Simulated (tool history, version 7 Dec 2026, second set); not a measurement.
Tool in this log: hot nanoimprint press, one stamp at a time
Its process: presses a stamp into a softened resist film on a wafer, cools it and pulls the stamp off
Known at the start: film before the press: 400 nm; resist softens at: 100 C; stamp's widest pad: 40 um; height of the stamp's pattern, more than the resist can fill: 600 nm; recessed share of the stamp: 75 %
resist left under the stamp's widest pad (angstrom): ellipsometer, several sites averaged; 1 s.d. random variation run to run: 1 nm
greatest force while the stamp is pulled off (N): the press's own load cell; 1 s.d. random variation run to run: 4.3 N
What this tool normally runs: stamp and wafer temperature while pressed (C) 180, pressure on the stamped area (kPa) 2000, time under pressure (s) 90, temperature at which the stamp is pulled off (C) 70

| run | hour | stamp and wafer temperature while pressed (C) | pressure on the stamped area (kPa) | time under pressure (s) | temperature at which the stamp is pulled off (C) | resist left under the stamp's widest pad (angstrom) | greatest force while the stamp is pulled off (N) |
|---|---|---|---|---|---|---|---|
| 1 | 0 | 180 | 2000 | 90 | 70 | 1810 | 278 |
| 2 | 48.6 | 180 | 2000 | 90 | 70 | 1814 | 268 |
| 3 | 94.3 | 180 | 2000 | 90 | 70 | 1831 | 295 |
|  | 116 | plate thermocouple calibrated |
| 4 | 194 | 180 | 2000 | 90 | 70 | 1726 | 305 |
|  | 263.6 | stamp cleaned and given a new release coat |
| 5 | 267.1 | 180 | 2000 | 90 | 70 | 1728 | 208 |
| 6 | 336.7 | 180 | 2000 | 90 | 70 | 1721 | 218 |
| 7 | 384.5 | 180 | 2000 | 90 | 70 | 1744 | 226 |
| 8 | 464.8 | 188 | 1960 | 49 | 60 | 1715 | 261 |
| 9 | 557.5 | 180 | 2000 | 156 | 77 | 1433 | 235 |

Run 10 has not been measured yet. What should we expect?
|  | 620.7 | press's hydraulic seals changed and the load cell set to zero |
| 10 | 626 | 180 | 2000 | 156 | 77 | ? | ? |

{"run 10": {"resist left under the stamp's widest pad (angstrom)": 1383, "greatest force while the stamp is pulled off (N)": 267}}
Without the tool's hidden state the same run would have given resist left under the stamp's widest pad (angstrom) 1318, greatest force while the stamp is pulled off (N) 203.

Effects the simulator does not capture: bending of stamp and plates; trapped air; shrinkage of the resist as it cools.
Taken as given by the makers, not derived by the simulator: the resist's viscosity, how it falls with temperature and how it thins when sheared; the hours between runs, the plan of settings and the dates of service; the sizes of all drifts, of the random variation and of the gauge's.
